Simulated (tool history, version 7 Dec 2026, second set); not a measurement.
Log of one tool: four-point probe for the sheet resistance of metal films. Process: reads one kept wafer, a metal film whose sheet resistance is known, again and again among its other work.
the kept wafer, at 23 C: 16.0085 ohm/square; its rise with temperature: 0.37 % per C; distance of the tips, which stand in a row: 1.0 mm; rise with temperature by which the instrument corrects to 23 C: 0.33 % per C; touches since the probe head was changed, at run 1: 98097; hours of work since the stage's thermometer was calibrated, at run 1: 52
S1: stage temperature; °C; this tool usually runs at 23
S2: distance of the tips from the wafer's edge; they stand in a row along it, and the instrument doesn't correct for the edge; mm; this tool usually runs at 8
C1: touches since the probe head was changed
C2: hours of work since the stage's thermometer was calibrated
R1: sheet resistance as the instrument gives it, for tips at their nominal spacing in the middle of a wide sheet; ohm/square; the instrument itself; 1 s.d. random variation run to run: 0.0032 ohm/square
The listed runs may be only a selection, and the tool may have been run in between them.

run 1 day=0 | S1=23 S2=8 | C1=98097 C2=52 | R1=16.045474
run 2 day=1.8 | S1=23 S2=8 | C1=99832 C2=83 | R1=16.045704
run 3 day=4.104 | S1=23 S2=36 | C1=102053 C2=124 | R1=15.90694
run 4 day=7.517 | S1=23 S2=36 | C1=105345 C2=183 | R1=15.902222
run 5 day=9.279 | S1=23 S2=36 | C1=107048 C2=214 | R1=15.904583
run 6 day=10.892 | S1=23 S2=8 | C1=108600 C2=242 | R1=16.027533
run 7 day=13.75 | S1=19 S2=8 | C1=111357 C2=292 | R1=15.995824
run 8 day=15.188 | S1=20 S2=8 | C1=112744 C2=318 | R1=16.000348
run 9 day=18.658 | S1=20 S2=8 | C1=116092 C2=378 | R1=15.992553
run 10 day=20.471 | S1=20 S2=8 | C1=117841 C2=410 | R1=15.991812
run 11 day=22.475 | S1=20 S2=8 | C1=119774 C2=445 | R1=15.988061
run 12 day=25.892 | S1=23 S2=8 | C1=123068 C2=505 | R1=16.009518
run 13 day=27.617 | S1=23 S2=8 | C1=124734 C2=535 | R1=16.007284
run 14 day=31.05 | S1=23 S2=8 | C1=128046 C2=595 | R1=16.00021
run 15 day=33.5 | S1=23 S2=8 | C1=130407 C2=638 | R1=15.999973
run 16 day=35.404 | S1=23 S2=8 | C1=132246 C2=671 | R1=16.001005
run 17 day=37.683 | S1=31 S2=8 | C1=134442 C2=711 | R1=16.04813
run 18 day=40.633 | S1=31 S2=8 | C1=137287 C2=763 | R1=16.047339
run 19 day=43.146 | S1=31 S2=8 | C1=139710 C2=807 | R1=16.041582
run 20 day=45.704 | S1=23 S2=8 | C1=142177 C2=851 | R1=15.988627
run 21 day=47.212 | S1=25 S2=11 | C1=143633 C2=878 | R1=15.925734
run 22 day=49.712 | S1=25 S2=11 | C1=146045 C2=922 | R1=15.930035
run 23 day=52.112 | S1=20 S2=21 | C1=148361 C2=964 | R1=15.844119
run 24 day=55.183 | S1=31 S2=6 | C1=151321 C2=1017 | R1=16.127177
run 25 day=58.479 | S1=31 S2=6 | C1=154501 C2=1075 | R1=16.121217
run 26 day=61.242 | S1=28 S2=30 | C1=157163 C2=1123 | R1=15.877264
run 27 day=62.917 | S1=32 S2=39 | C1=158780 C2=1153 | R1=15.895955
run 28 day=66.183 | S1=24 S2=8 | C1=161930 C2=1210 | R1=15.965238
run 29 day=69.267 | S1=26 S2=9 | C1=164905 C2=1264 | R1=15.944296
run 30 day=72.108 | S1=25 S2=26 | C1=167647 C2=1313 | R1=15.841895
run 31 day=75.296 | S1=19 S2=6 | C1=170719 C2=1369 | R1=16.015771
-- day=76.617 stage's thermometer calibrated
run 32 day=77.462 | S1=27 S2=5 | C1=172790 C2=15 | R1=16.204559
run 33 day=79.304 | S1=27 S2=5 | C1=174565 C2=47 | R1=16.205268
run 34 day=81.575 | S1=24 S2=8 | C1=176758 C2=87 | R1=15.970089
run 35 day=83.283 | S1=31 S2=58 | C1=178403 C2=117 | R1=15.888292
run 36 day=85.342 | S1=35 S2=5 | C1=180390 C2=153 | R1=16.249325
run 37 day=88.05 | S1=35 S2=5 | C1=183001 C2=200 | R1=16.244019
run 38 day=91.404 | S1=23 S2=12 | C1=186235 C2=259 | R1=15.879698
run 39 day=93.246 | S1=25 S2=3 | C1=188013 C2=291 | R1=16.729566

Each row is a separate what-if for the run after 39, all from the same tool condition, not one after another. Results?
run A day=96.096 | S1=23 S2=22 | C1=190760 C2=341 | R1=?
run B day=96.096 | S1=23 S2=4 | C1=190760 C2=341 | R1=?
run C day=96.096 | S1=28 S2=58 | C1=190760 C2=341 | R1=?
run D day=96.096 | S1=23 S2=34 | C1=190760 C2=341 | R1=?

run=A R1=15.830072
run=B R1=16.332063
run=C R1=15.851859
run=D R1=15.822582
Stripped of hidden state, with their random variation kept, the same runs would have yielded:
run=A R1=16.025781
run=B R1=16.533483
run=C R1=16.047772
run=D R1=16.018207

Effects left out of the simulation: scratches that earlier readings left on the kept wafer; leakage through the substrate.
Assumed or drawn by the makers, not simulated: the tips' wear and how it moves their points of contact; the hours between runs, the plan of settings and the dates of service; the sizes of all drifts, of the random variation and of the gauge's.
